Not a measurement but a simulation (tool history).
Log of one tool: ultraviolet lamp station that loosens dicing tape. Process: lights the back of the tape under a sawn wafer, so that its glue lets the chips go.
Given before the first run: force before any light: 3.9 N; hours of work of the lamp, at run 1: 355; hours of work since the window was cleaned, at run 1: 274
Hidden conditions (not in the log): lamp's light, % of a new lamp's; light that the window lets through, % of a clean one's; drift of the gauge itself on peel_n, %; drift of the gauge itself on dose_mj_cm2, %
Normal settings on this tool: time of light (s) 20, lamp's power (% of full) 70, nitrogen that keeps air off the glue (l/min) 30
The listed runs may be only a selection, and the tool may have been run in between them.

run	hour	time of light (s)	lamp's power (% of full)	nitrogen that keeps air off the glue (l/min)	hours of work of the lamp	hours of work since the window was cleaned	force that peels the tape off (N)	light that reached the tape (J/m2)
1	0.0	20	70	30	355	274	0.493	2530
2	14.8	20	70	30	366	284	0.483	2490
3	27.8	20	70	30	375	293	0.491	2490
4	37.2	20	87	30	381	300	0.351	3120
5	52.1	20	87	30	391	310	0.340	3040
6	64.3	20	87	30	400	319	0.344	3090
7	76.7	20	98	30	409	327	0.285	3410
8	88.3	20	98	30	417	335	0.303	3410
9	96.9	20	98	30	423	341	0.290	3350
10	108.9	20	98	30	431	350	0.302	3450
11	116.3	20	98	30	436	355	0.304	3390
12	127.0	20	70	30	443	362	0.515	2450
13	133.9	20	70	30	448	367	0.541	2420
14	146.0	20	70	30	457	375	0.525	2430
15	157.1	20	70	30	464	383	0.511	2350
16	166.6	20	70	30	471	390	0.532	2420
17	176.1	35	70	30	477	396	0.223	4240
18	189.7	20	70	30	487	406	0.509	2380
19	198.6	20	70	30	493	412	0.569	2360
20	213.9	20	70	30	504	422	0.532	2310
21	227.0	20	70	30	513	431	0.560	2350
22	242.3	32	75	16	523	442	0.324	3970
23	251.6	10	88	16	530	449	1.391	1450
24	264.8	10	88	16	539	458	1.343	1460
25	277.6	20	63	27	548	467	0.674	2090
26	290.7	20	63	27	557	476	0.686	2060
27	303.6	36	69	30	566	485	0.232	4060
28	317.2	18	69	30	575	494	0.649	2030
29	323.6	18	69	30	580	498	0.670	2030
30	336.7	18	64	30	589	507	0.769	1850
31	344.6	22	70	30	594	513	0.484	2450
32	354.1	29	84	30	601	520	0.248	3950
33	365.6	29	84	30	609	528	0.244	3920
34	380.1	40	65	57	619	538	0.198	4130
35	387.8	19	65	42	624	543	0.634	1990
# hour 394.8: window cleaned of glue's vapour
36	396.6	30	96	19	630	1	0.222	4960
37	411.3	25	70	21	640	11	0.441	3010
38	418.1	20	77	30	645	16	0.444	2650
39	425.9	25	90	34	650	22	0.242	3810
40	436.9	25	90	34	658	29	0.242	3830
41	450.4	34	64	16	667	39	0.378	3670

A few steps of force that peels the tape off (N) between consecutive runs. Split each: what settings, incoming material and random variation would produce without the hidden state, and what is left over for the hidden state, along with gauge scatter present in only one of the two compared results (measured, and without hidden state):
Run 22 -> 23: time of light (s) 32 -> 10, lamp's power (% of full) 75 -> 88. force that peels the tape off (N) +1.067: hidden state +0.211, all else +0.856.
Run 24 -> 25: time of light (s) 10 -> 20, lamp's power (% of full) 88 -> 63, nitrogen that keeps air off the glue (l/min) 16 -> 27. force that peels the tape off (N) -0.669: hidden state -0.088, all else -0.581.
Run 26 -> 27: time of light (s) 20 -> 36, lamp's power (% of full) 63 -> 69, nitrogen that keeps air off the glue (l/min) 27 -> 30. force that peels the tape off (N) -0.454: hidden state -0.166, all else -0.288.
Run 34 -> 35: time of light (s) 40 -> 19, nitrogen that keeps air off the glue (l/min) 57 -> 42. force that peels the tape off (N) +0.436: hidden state +0.197, all else +0.239.
Run 35 -> 36: time of light (s) 19 -> 30, lamp's power (% of full) 65 -> 96, nitrogen that keeps air off the glue (l/min) 42 -> 19, window cleaned of glue's vapour. force that peels the tape off (N) -0.412: hidden state -0.184, all else -0.228.
